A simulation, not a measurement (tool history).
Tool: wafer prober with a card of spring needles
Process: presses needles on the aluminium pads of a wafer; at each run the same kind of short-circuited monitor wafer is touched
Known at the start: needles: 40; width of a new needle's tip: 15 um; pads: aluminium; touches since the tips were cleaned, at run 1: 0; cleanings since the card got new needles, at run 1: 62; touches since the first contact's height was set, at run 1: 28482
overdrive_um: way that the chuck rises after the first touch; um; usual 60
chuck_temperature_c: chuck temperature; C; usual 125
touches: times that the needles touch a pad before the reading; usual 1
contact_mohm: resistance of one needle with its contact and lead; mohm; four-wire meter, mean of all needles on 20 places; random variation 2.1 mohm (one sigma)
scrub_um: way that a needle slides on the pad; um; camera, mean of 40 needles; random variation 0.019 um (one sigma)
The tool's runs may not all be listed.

| run | hour | overdrive_um | chuck_temperature_c | touches | touches since the tips were cleaned | cleanings since the card got new needles | touches since the first contact's height was set | contact_mohm | scrub_um |
|---|---|---|---|---|---|---|---|---|---|
| 1 | 0.0 | 60 | 125 | 1 | 0 | 62 | 28482 | 234 | 14.88 |
|  | 8.8 | tips cleaned on abrasive film |
|  | 15.8 | tips cleaned on abrasive film |
|  | 24.6 | tips cleaned on abrasive film |
|  | 31.6 | tips cleaned on abrasive film |
|  | 39.7 | tips cleaned on abrasive film |
| 2 | 39.7 | 60 | 47 | 1 | 0 | 67 | 58544 | 214 | 14.87 |
|  | 43.5 | height of the first contact set anew |
|  | 48.8 | tips cleaned on abrasive film |
|  | 57.6 | tips cleaned on abrasive film |
|  | 64.6 | tips cleaned on abrasive film |
|  | 73.4 | tips cleaned on abrasive film |
|  | 82.2 | tips cleaned on abrasive film |
|  | 91.0 | tips cleaned on abrasive film |
| 3 | 97.7 | 60 | 47 | 1 | 5163 | 73 | 41087 | 218 | 14.87 |
|  | 99.5 | tips cleaned on abrasive film |
|  | 106.6 | tips cleaned on abrasive film |
|  | 115.3 | tips cleaned on abrasive film |
|  | 122.4 | tips cleaned on abrasive film |
|  | 124.4 | height of the first contact set anew |
|  | 131.5 | tips cleaned on abrasive film |
|  | 140.2 | tips cleaned on abrasive film |
|  | 147.3 | tips cleaned on abrasive film |
|  | 156.1 | tips cleaned on abrasive film |
|  | 163.1 | tips cleaned on abrasive film |
|  | 171.9 | tips cleaned on abrasive film |
|  | 180.7 | tips cleaned on abrasive film |
| 4 | 182.8 | 60 | 47 | 1 | 1673 | 84 | 44250 | 217 | 14.89 |
|  | 188.2 | tips cleaned on abrasive film |
|  | 195.2 | tips cleaned on abrasive film |
|  | 204.0 | tips cleaned on abrasive film |
|  | 206.0 | height of the first contact set anew |
|  | 213.1 | tips cleaned on abrasive film |
|  | 221.8 | tips cleaned on abrasive film |
|  | 230.6 | tips cleaned on abrasive film |
|  | 237.7 | tips cleaned on abrasive film |
|  | 246.4 | tips cleaned on abrasive film |
| 5 | 249.5 | 60 | 47 | 1 | 2359 | 92 | 32961 | 216 | 14.90 |
|  | 254.8 | tips cleaned on abrasive film |
|  | 261.9 | tips cleaned on abrasive film |
|  | 270.6 | tips cleaned on abrasive film |
|  | 277.7 | tips cleaned on abrasive film |
|  | 286.5 | tips cleaned on abrasive film |
|  | 286.8 | height of the first contact set anew |
|  | 295.5 | tips cleaned on abrasive film |
|  | 304.3 | tips cleaned on abrasive film |
|  | 312.0 | tips cleaned on abrasive film |
| 6 | 312.0 | 60 | 84 | 1 | 0 | 100 | 19097 | 223 | 14.92 |
|  | 320.8 | tips cleaned on abrasive film |
|  | 327.8 | tips cleaned on abrasive film |
|  | 336.6 | tips cleaned on abrasive film |
|  | 345.4 | tips cleaned on abrasive film |
|  | 354.1 | tips cleaned on abrasive film |
|  | 362.9 | tips cleaned on abrasive film |
|  | 366.7 | height of the first contact set anew |
|  | 372.0 | tips cleaned on abrasive film |
|  | 380.8 | tips cleaned on abrasive film |
| 7 | 383.4 | 60 | 84 | 1 | 1983 | 108 | 12627 | 225 | 14.95 |
|  | 388.7 | tips cleaned on abrasive film |
|  | 397.4 | tips cleaned on abrasive film |
|  | 406.2 | tips cleaned on abrasive film |
|  | 415.0 | tips cleaned on abrasive film |
|  | 423.8 | tips cleaned on abrasive film |
|  | 430.8 | tips cleaned on abrasive film |
|  | 439.6 | tips cleaned on abrasive film |
|  | 446.8 | height of the first contact set anew |
|  | 448.7 | tips cleaned on abrasive film |
|  | 457.5 | tips cleaned on abrasive film |
| 8 | 462.5 | 60 | 39 | 1 | 3840 | 117 | 11823 | 216 | 14.92 |
|  | 466.0 | tips cleaned on abrasive film |
|  | 474.8 | tips cleaned on abrasive film |
|  | 483.6 | tips cleaned on abrasive film |
|  | 492.4 | tips cleaned on abrasive film |
|  | 501.1 | tips cleaned on abrasive film |
|  | 508.2 | tips cleaned on abrasive film |
|  | 517.0 | tips cleaned on abrasive film |
|  | 525.7 | tips cleaned on abrasive film |
|  | 527.8 | height of the first contact set anew |
|  | 534.8 | tips cleaned on abrasive film |
|  | 543.6 | tips cleaned on abrasive film |
| 9 | 545.5 | 60 | 39 | 1 | 1448 | 127 | 13423 | 211 | 14.91 |
|  | 550.8 | tips cleaned on abrasive film |
|  | 559.6 | tips cleaned on abrasive film |
|  | 568.4 | tips cleaned on abrasive film |
|  | 577.1 | tips cleaned on abrasive film |
|  | 585.9 | tips cleaned on abrasive film |
|  | 594.7 | tips cleaned on abrasive film |
|  | 601.7 | tips cleaned on abrasive film |
| 10 | 606.4 | 60 | 125 | 3 | 3536 | 134 | 59541 | 235 | 14.88 |
|  | 608.4 | height of the first contact set anew |
|  | 610.2 | tips cleaned on abrasive film |
|  | 619.0 | tips cleaned on abrasive film |
|  | 627.8 | tips cleaned on abrasive film |
|  | 636.6 | tips cleaned on abrasive film |
|  | 643.6 | tips cleaned on abrasive film |
| 11 | 649.9 | 71 | 67 | 1 | 4797 | 139 | 31408 | 215 | 17.61 |
|  | 651.7 | tips cleaned on abrasive film |
|  | 660.5 | tips cleaned on abrasive film |
|  | 667.5 | tips cleaned on abrasive film |
|  | 676.3 | tips cleaned on abrasive film |
|  | 685.1 | tips cleaned on abrasive film |
|  | 688.9 | height of the first contact set anew |
|  | 694.2 | tips cleaned on abrasive film |
|  | 702.9 | tips cleaned on abrasive film |
|  | 711.7 | tips cleaned on abrasive film |
|  | 718.8 | tips cleaned on abrasive film |
| 12 | 720.4 | 57 | 46 | 3 | 1241 | 148 | 23861 | 217 | 14.12 |
|  | 727.4 | tips cleaned on abrasive film |
|  | 736.2 | tips cleaned on abrasive film |
|  | 745.0 | tips cleaned on abrasive film |
|  | 753.8 | tips cleaned on abrasive film |
|  | 762.5 | tips cleaned on abrasive film |
|  | 769.8 | height of the first contact set anew |
|  | 771.6 | tips cleaned on abrasive film |
|  | 778.7 | tips cleaned on abrasive film |
| 13 | 778.7 | 57 | 46 | 3 | 50 | 155 | 6703 | 217 | 14.11 |
|  | 785.8 | tips cleaned on abrasive film |
|  | 794.6 | tips cleaned on abrasive film |
|  | 803.3 | tips cleaned on abrasive film |
|  | 812.1 | tips cleaned on abrasive film |
|  | 820.9 | tips cleaned on abrasive film |
|  | 829.7 | tips cleaned on abrasive film |
|  | 838.5 | tips cleaned on abrasive film |
| 14 | 844.3 | 73 | 61 | 1 | 4450 | 162 | 56401 | 213 | 18.10 |
|  | 846.1 | tips cleaned on abrasive film |
|  | 849.9 | height of the first contact set anew |
|  | 853.4 | tips cleaned on abrasive film |
|  | 862.2 | tips cleaned on abrasive film |
|  | 871.0 | tips cleaned on abrasive film |
|  | 879.8 | tips cleaned on abrasive film |
|  | 888.5 | tips cleaned on abrasive film |
| 15 | 895.2 | 72 | 122 | 2 | 5076 | 168 | 34348 | 233 | 17.86 |
|  | 897.0 | tips cleaned on abrasive film |
|  | 905.8 | tips cleaned on abrasive film |
|  | 914.6 | tips cleaned on abrasive film |
|  | 921.6 | tips cleaned on abrasive film |
|  | 930.4 | tips cleaned on abrasive film |
|  | 930.7 | height of the first contact set anew |
|  | 939.5 | tips cleaned on abrasive film |
|  | 948.2 | tips cleaned on abrasive film |
|  | 957.0 | tips cleaned on abrasive film |
|  | 965.8 | tips cleaned on abrasive film |
| 16 | 970.8 | 72 | 122 | 2 | 3820 | 177 | 30431 | 227 | 17.86 |
|  | 974.4 | tips cleaned on abrasive film |
|  | 983.1 | tips cleaned on abrasive film |
|  | 991.9 | tips cleaned on abrasive film |
|  | 1000.7 | tips cleaned on abrasive film |
|  | 1009.5 | tips cleaned on abrasive film |
|  | 1011.5 | height of the first contact set anew |
| 17 | 1013.9 | 80 | 60 | 2 | 3175 | 182 | 1845 | 212 | 19.86 |
|  | 1017.5 | tips cleaned on abrasive film |
|  | 1026.3 | tips cleaned on abrasive film |
|  | 1035.0 | tips cleaned on abrasive film |
|  | 1043.8 | tips cleaned on abrasive film |
|  | 1050.9 | tips cleaned on abrasive film |
|  | 1059.6 | tips cleaned on abrasive film |
|  | 1068.4 | tips cleaned on abrasive film |
|  | 1077.2 | tips cleaned on abrasive film |
|  | 1086.0 | tips cleaned on abrasive film |
| 18 | 1089.1 | 80 | 60 | 2 | 2361 | 191 | 58756 | 211 | 19.89 |
|  | 1092.8 | height of the first contact set anew |
|  | 1094.7 | tips cleaned on abrasive film |
|  | 1101.7 | tips cleaned on abrasive film |
|  | 1108.7 | tips cleaned on abrasive film |
|  | 1117.5 | tips cleaned on abrasive film |
|  | 1124.6 | tips cleaned on abrasive film |
|  | 1133.3 | tips cleaned on abrasive film |
|  | 1142.1 | tips cleaned on abrasive film |
|  | 1150.9 | tips cleaned on abrasive film |
|  | 1159.7 | tips cleaned on abrasive film |
|  | 1168.5 | tips cleaned on abrasive film |
|  | 1174.0 | height of the first contact set anew |
| 19 | 1174.9 | 80 | 60 | 2 | 4691 | 201 | 700 | 215 | 19.84 |

3 ways to go on from here, each from the tool as it stands after run 19. What would each give?
|  | 1176.7 | tips cleaned on abrasive film |
|  | 1183.8 | tips cleaned on abrasive film |
|  | 1192.5 | tips cleaned on abrasive film |
|  | 1201.3 | tips cleaned on abrasive film |
|  | 1208.4 | tips cleaned on abrasive film |
|  | 1217.1 | tips cleaned on abrasive film |
| A | 1222.2 | 42 | 66 | 2 | 3862 | 207 | 36495 | ? | ? |
|  | 1176.7 | tips cleaned on abrasive film |
|  | 1183.8 | tips cleaned on abrasive film |
|  | 1192.5 | tips cleaned on abrasive film |
|  | 1201.3 | tips cleaned on abrasive film |
|  | 1208.4 | tips cleaned on abrasive film |
|  | 1217.1 | tips cleaned on abrasive film |
| B | 1222.2 | 56 | 102 | 1 | 3862 | 207 | 36495 | ? | ? |
|  | 1176.7 | tips cleaned on abrasive film |
|  | 1183.8 | tips cleaned on abrasive film |
|  | 1192.5 | tips cleaned on abrasive film |
|  | 1201.3 | tips cleaned on abrasive film |
|  | 1208.4 | tips cleaned on abrasive film |
|  | 1217.1 | tips cleaned on abrasive film |
| C | 1222.2 | 72 | 60 | 2 | 3862 | 207 | 36495 | ? | ? |

| run | contact_mohm | scrub_um |
|---|---|---|
| A | 232 | 10.41 |
| B | 227 | 13.88 |
| C | 213 | 17.87 |
Without the tool's hidden state the same runs would have given:
| run | contact_mohm | scrub_um |
|---|---|---|
| A | 232 | 10.41 |
| B | 227 | 13.88 |
| C | 213 | 17.87 |
